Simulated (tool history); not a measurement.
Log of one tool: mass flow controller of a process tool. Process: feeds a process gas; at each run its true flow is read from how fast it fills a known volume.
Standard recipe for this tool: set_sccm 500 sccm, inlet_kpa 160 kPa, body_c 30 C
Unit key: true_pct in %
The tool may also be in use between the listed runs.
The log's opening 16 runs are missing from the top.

| run | hour | set_sccm | inlet_kpa | body_c | true_pct |
|---|---|---|---|---|---|
| 17 | 2136.1 | 135 | 166 | 30 | 90.14 |
| 18 | 2284.1 | 135 | 166 | 30 | 90.06 |
| 19 | 2458.5 | 135 | 166 | 30 | 89.69 |
| 20 | 2607.7 | 531 | 229 | 39 | 96.95 |
| 21 | 2736.5 | 531 | 246 | 39 | 96.81 |
| 22 | 2820.8 | 809 | 160 | 30 | 99.12 |
|  | 2838.4 | controller's zero set anew |
| 23 | 2954.4 | 567 | 160 | 30 | 95.97 |
| 24 | 3138.0 | 567 | 160 | 34 | 95.62 |

Forecast run 25:
| 25 | 3297.8 | 567 | 160 | 34 | ? |

{"run 25": {"true_pct": 95.65}}
Had the tool carried no hidden state, the very same run would have given true_pct 97.74 %.
